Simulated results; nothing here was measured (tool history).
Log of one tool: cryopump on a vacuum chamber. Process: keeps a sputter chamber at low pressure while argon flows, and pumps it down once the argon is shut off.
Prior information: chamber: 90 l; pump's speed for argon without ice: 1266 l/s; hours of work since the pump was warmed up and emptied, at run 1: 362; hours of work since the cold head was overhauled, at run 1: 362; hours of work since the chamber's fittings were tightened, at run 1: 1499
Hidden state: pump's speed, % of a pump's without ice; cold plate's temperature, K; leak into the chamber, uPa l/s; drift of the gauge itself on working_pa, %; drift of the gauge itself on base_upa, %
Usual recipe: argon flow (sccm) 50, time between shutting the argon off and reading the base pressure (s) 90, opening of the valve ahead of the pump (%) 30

| run | hour | argon flow (sccm) | time between shutting the argon off and reading the base pressure (s) | opening of the valve ahead of the pump (%) | hours of work since the pump was warmed up and emptied | hours of work since the cold head was overhauled | hours of work since the chamber's fittings were tightened | pressure while argon flows (Pa) | pressure after the wait (uPa) |
|---|---|---|---|---|---|---|---|---|---|
| 1 | 0.0 | 50 | 90 | 30 | 362 | 362 | 1499 | 0.2276 | 3.70 |
| 2 | 17.2 | 50 | 90 | 30 | 371 | 371 | 1508 | 0.2254 | 3.74 |
| 3 | 48.8 | 50 | 72 | 30 | 388 | 388 | 1525 | 0.2280 | 4.00 |
| 4 | 78.9 | 50 | 90 | 16 | 404 | 404 | 1541 | 0.4239 | 3.79 |
| 5 | 103.5 | 50 | 90 | 16 | 416 | 416 | 1553 | 0.4211 | 3.94 |
| 6 | 134.7 | 50 | 90 | 16 | 433 | 433 | 1570 | 0.4213 | 3.80 |
| 7 | 164.6 | 50 | 25 | 30 | 449 | 449 | 1585 | 0.2267 | 5.57 |
| 8 | 185.7 | 50 | 25 | 30 | 460 | 460 | 1597 | 0.2285 | 5.55 |
| 9 | 206.1 | 27 | 25 | 30 | 470 | 470 | 1607 | 0.1231 | 5.65 |
| 10 | 243.9 | 27 | 25 | 30 | 490 | 490 | 1627 | 0.1225 | 5.57 |
| 11 | 263.9 | 50 | 90 | 30 | 501 | 501 | 1638 | 0.2280 | 4.12 |
| 12 | 294.1 | 50 | 90 | 30 | 516 | 516 | 1653 | 0.2285 | 4.09 |
| 13 | 310.0 | 50 | 90 | 30 | 525 | 525 | 1662 | 0.2286 | 4.05 |
|  | 350.8 | leaking fittings of the chamber tightened, without venting |
| 14 | 351.6 | 50 | 90 | 30 | 546 | 546 | 0 | 0.2276 | 0.88 |
| 15 | 381.1 | 50 | 90 | 43 | 561 | 561 | 16 | 0.1612 | 0.93 |
| 16 | 413.9 | 50 | 90 | 43 | 578 | 578 | 33 | 0.1618 | 0.99 |
| 17 | 447.3 | 50 | 90 | 43 | 596 | 596 | 51 | 0.1619 | 0.95 |
| 18 | 466.8 | 50 | 90 | 43 | 606 | 606 | 61 | 0.1615 | 1.00 |
| 19 | 504.8 | 58 | 106 | 53 | 626 | 626 | 81 | 0.1539 | 0.94 |
| 20 | 524.4 | 32 | 152 | 30 | 636 | 636 | 91 | 0.1468 | 0.84 |
| 21 | 562.0 | 23 | 42 | 30 | 656 | 656 | 111 | 0.1060 | 1.76 |
| 22 | 582.0 | 43 | 42 | 34 | 666 | 666 | 121 | 0.1753 | 1.83 |
| 23 | 616.0 | 53 | 90 | 30 | 684 | 684 | 139 | 0.2444 | 1.17 |
| 24 | 641.6 | 53 | 90 | 30 | 698 | 698 | 153 | 0.2448 | 1.14 |
| 25 | 676.5 | 53 | 90 | 30 | 716 | 716 | 171 | 0.2449 | 1.25 |
| 26 | 698.2 | 53 | 90 | 30 | 727 | 727 | 182 | 0.2454 | 1.27 |
| 27 | 721.0 | 53 | 32 | 23 | 739 | 739 | 194 | 0.3153 | 2.32 |
| 28 | 756.0 | 53 | 32 | 23 | 758 | 758 | 213 | 0.3162 | 2.38 |
| 29 | 792.6 | 53 | 45 | 23 | 777 | 777 | 232 | 0.3174 | 1.92 |
| 30 | 823.7 | 53 | 43 | 58 | 793 | 793 | 248 | 0.1307 | 2.01 |
| 31 | 856.7 | 45 | 99 | 32 | 811 | 811 | 265 | 0.1955 | 1.38 |
| 32 | 875.3 | 99 | 229 | 46 | 820 | 820 | 275 | 0.3056 | 1.08 |
| 33 | 911.8 | 30 | 22 | 27 | 840 | 840 | 294 | 0.1544 | 3.33 |

Below are 5 alternative next runs, each starting from the tool's condition after run 33. Predict each:
| A | 936.7 | 33 | 90 | 35 | 853 | 853 | 307 | ? | ? |
| B | 936.7 | 30 | 22 | 35 | 853 | 853 | 307 | ? | ? |
| C | 936.7 | 100 | 31 | 31 | 853 | 853 | 307 | ? | ? |
| D | 936.7 | 67 | 22 | 16 | 853 | 853 | 307 | ? | ? |
| E | 936.7 | 30 | 22 | 17 | 853 | 853 | 307 | ? | ? |

| run | pressure while argon flows (Pa) | pressure after the wait (uPa) |
|---|---|---|
| A | 0.1319 | 1.51 |
| B | 0.1212 | 3.34 |
| C | 0.4488 | 2.58 |
| D | 0.5706 | 3.30 |
| E | 0.2414 | 3.29 |
Stripped of hidden state, with their random variation kept, the same runs would have yielded:
| run | pressure while argon flows (Pa) | pressure after the wait (uPa) |
|---|---|---|
| A | 0.1255 | 0.82 |
| B | 0.1153 | 2.64 |
| C | 0.4294 | 1.88 |
| D | 0.5576 | 2.60 |
| E | 0.2356 | 2.60 |
